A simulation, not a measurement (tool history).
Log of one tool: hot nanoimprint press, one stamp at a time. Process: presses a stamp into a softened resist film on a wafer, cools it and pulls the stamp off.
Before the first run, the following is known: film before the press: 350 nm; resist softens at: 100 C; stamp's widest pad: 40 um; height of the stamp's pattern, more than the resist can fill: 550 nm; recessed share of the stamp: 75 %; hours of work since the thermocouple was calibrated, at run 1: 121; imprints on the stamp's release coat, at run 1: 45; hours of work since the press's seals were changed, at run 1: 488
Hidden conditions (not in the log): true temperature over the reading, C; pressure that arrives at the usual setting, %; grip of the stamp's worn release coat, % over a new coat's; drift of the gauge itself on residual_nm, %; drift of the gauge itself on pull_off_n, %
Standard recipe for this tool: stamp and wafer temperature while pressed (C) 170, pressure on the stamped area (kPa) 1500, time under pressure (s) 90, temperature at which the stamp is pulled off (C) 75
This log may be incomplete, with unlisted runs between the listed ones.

run    hour  stamp and wafer temperature while pressed (C)  pressure on the stamped area (kPa)  time under pressure (s)  temperature at which the stamp is pulled off (C)  hours of work since the thermocouple was calibrated  imprints on the stamp's release coat  hours of work since the press's seals were changed  resist left under the stamp's widest pad (angstrom)  greatest force while the stamp is pulled off (N)
  1     0.0                                            170                                1500                       90                                                75                                                  121                                    45                                                 488                                                 1435                                               184
  2    55.9                                            164                                1500                       90                                                75                                                  159                                   296                                                 526                                                 1822                                               197
       86.4  -- press's hydraulic seals changed and the load cell set to zero
  3   129.1                                            164                                1500                       90                                                75                                                  203                                   589                                                  29                                                 1810                                               206
  4   157.5                                            164                                1500                       90                                                75                                                  222                                   716                                                  48                                                 1819                                               207
  5   206.6                                            164                                1500                       90                                                75                                                  256                                   937                                                  81                                                 1819                                               225
      229.0  -- stamp cleaned and given a new release coat
  6   245.6                                            164                                1500                       90                                                75                                                  278                                    74                                                 104                                                 1821                                               185
      252.3  -- plate thermocouple calibrated
  7   294.5                                            164                                1030                       90                                                75                                                   29                                   280                                                 135                                                 2130                                               192
  8   354.9                                            170                                1500                       90                                                75                                                   70                                   551                                                 176                                                 1460                                               212
  9   404.7                                            170                                1600                       90                                                75                                                  103                                   775                                                 210                                                 1423                                               213
 10   438.9                                            170                                1500                       90                                                75                                                  127                                   929                                                 233                                                 1468                                               223
      467.0  -- stamp cleaned and given a new release coat
 11   512.3                                            170                                1500                       90                                                75                                                  172                                   203                                                 279                                                 1473                                               195
 12   568.1                                            170                                1500                       90                                                75                                                  210                                   454                                                 317                                                 1474                                               208
 13   597.4                                            170                                1500                       90                                                75                                                  230                                   585                                                 337                                                 1485                                               211
 14   634.0                                            170                                1000                       45                                                75                                                  255                                   750                                                 361                                                 2219                                               219
      648.9  -- plate thermocouple calibrated, once more
      702.4  -- stamp cleaned and given a new release coat
 15   709.3                                            163                                2020                      154                                                70                                                   37                                    31                                                 406                                                 1349                                               206
 16   765.2                                            163                                2020                      154                                                70                                                   75                                   282                                                 444                                                 1355                                               219
 17   822.4                                            160                                1170                       90                                                75                                                  114                                   539                                                 483                                                 2299                                               204
 18   890.9                                            160                                1170                       90                                                75                                                  160                                   847                                                 530                                                 2311                                               215
      920.0  -- press's hydraulic seals changed and the load cell set to zero
      945.5  -- stamp cleaned and given a new release coat
 19   958.0                                            170                                2330                       90                                                75                                                  196                                    56                                                  22                                                 1161                                               188
 20  1025.3                                            160                                1840                       46                                                68                                                  242                                   358                                                  67                                                 2380                                               232
 21  1056.6                                            181                                1840                       50                                                67                                                  263                                   499                                                  89                                                 1092                                               242
     1086.1  -- plate thermocouple calibrated
 22  1113.8                                            159                                 990                       70                                                67                                                   19                                   742                                                 125                                                 2617                                               252
 23  1151.7                                            159                                 990                       70                                                67                                                   45                                   912                                                 151                                                 2624                                               259

Predict each of these 4 candidate next runs independently; none follows another, all start after run 23:
     1181.2  -- stamp cleaned and given a new release coat
  A  1207.5                                            163                                 990                       70                                                80                                                   78                                   118                                                 185                                                    ?                                                 ?
     1181.2  -- stamp cleaned and given a new release coat
  B  1207.5                                            179                                1360                       90                                                64                                                   78                                   118                                                 185                                                    ?                                                 ?
     1181.2  -- stamp cleaned and given a new release coat
  C  1207.5                                            170                                1500                       90                                                66                                                   78                                   118                                                 185                                                    ?                                                 ?
     1181.2  -- stamp cleaned and given a new release coat
  D  1207.5                                            173                                1980                       70                                                66                                                   78                                   118                                                 185                                                    ?                                                 ?

run  resist left under the stamp's widest pad (angstrom)  greatest force while the stamp is pulled off (N)
  A                                                 2351                                               163
  B                                                 1057                                               239
  C                                                 1431                                               232
  D                                                 1226                                               233
Without the tool's hidden state the same runs would have given:
run  resist left under the stamp's widest pad (angstrom)  greatest force while the stamp is pulled off (N)
  A                                                 2338                                               159
  B                                                 1047                                               233
  C                                                 1417                                               226
  D                                                 1211                                               228
